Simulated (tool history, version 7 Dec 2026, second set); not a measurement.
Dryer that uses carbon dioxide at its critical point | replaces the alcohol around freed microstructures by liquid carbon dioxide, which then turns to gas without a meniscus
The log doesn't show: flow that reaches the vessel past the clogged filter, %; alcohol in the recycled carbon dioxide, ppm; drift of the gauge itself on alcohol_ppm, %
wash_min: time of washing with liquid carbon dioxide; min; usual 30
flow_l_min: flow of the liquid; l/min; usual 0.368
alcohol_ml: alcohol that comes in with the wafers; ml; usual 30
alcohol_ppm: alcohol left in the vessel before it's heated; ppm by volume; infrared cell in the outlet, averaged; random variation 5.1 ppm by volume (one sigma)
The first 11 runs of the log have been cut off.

| run | hour | wash_min | flow_l_min | alcohol_ml | hours of work since the filter was changed | hours of work since the purifier's bed was changed | alcohol_ppm |
|---|---|---|---|---|---|---|---|
| 12 | 202.9 | 30 | 0.368 | 28 | 28 | 484 | 138 |
| 13 | 218.4 | 30 | 0.368 | 28 | 36 | 493 | 145 |
| 14 | 232.7 | 30 | 0.368 | 30 | 44 | 500 | 157 |
| 15 | 257.7 | 30 | 0.368 | 30 | 58 | 514 | 154 |
| 16 | 270.3 | 18 | 0.368 | 30 | 65 | 521 | 721 |
| 17 | 290.3 | 18 | 0.368 | 30 | 76 | 532 | 734 |
| 18 | 302.3 | 30 | 0.291 | 30 | 83 | 539 | 331 |
| 19 | 330.4 | 34 | 0.508 | 30 | 99 | 555 | 89 |
| 20 | 347.6 | 26 | 0.226 | 34 | 108 | 564 | 1190 |
| 21 | 369 | 33 | 0.441 | 77 | 120 | 576 | 121 |
| 22 | 388.8 | 33 | 0.441 | 77 | 131 | 587 | 136 |
| 23 | 408.5 | 30 | 0.271 | 25 | 142 | 598 | 395 |
| 24 | 433.2 | 42 | 0.456 | 30 | 156 | 612 | 98 |
| 25 | 459 | 35 | 0.456 | 27 | 170 | 626 | 98 |
| 26 | 473.2 | 30 | 0.488 | 84 | 178 | 634 | 136 |
| 27 | 488.5 | 26 | 0.616 | 22 | 186 | 643 | 99 |
| 28 | 502 | 26 | 0.616 | 22 | 194 | 650 | 100 |
| 29 | 516.8 | 26 | 0.527 | 22 | 202 | 658 | 114 |
| 30 | 540.9 | 48 | 0.527 | 22 | 216 | 672 | 95 |
| 31 | 565.9 | 39 | 0.43 | 51 | 229 | 685 | 102 |
| 32 | 577.6 | 39 | 0.43 | 51 | 236 | 692 | 120 |
| 33 | 601.8 | 39 | 0.387 | 110 | 249 | 705 | 162 |
| 34 | 618.7 | 30 | 0.32 | 30 | 259 | 715 | 287 |

5 options for the next run, each taken on its own from the tool as it stands now. Forecast them:
| A | 632.8 | 37 | 0.272 | 30 | 267 | 723 | ? |
| B | 632.8 | 38 | 0.32 | 30 | 267 | 723 | ? |
| C | 632.8 | 30 | 0.32 | 23 | 267 | 723 | ? |
| D | 632.8 | 48 | 0.32 | 56 | 267 | 723 | ? |
| E | 632.8 | 31 | 0.573 | 30 | 267 | 723 | ? |

| run | alcohol_ppm |
|---|---|
| A | 263 |
| B | 154 |
| C | 244 |
| D | 136 |
| E | 119 |
With the hidden condition removed and each run's random variation left untouched, the same runs would have given:
| run | alcohol_ppm |
|---|---|
| A | 129 |
| B | 41 |
| C | 116 |
| D | 27 |
| E | 16 |
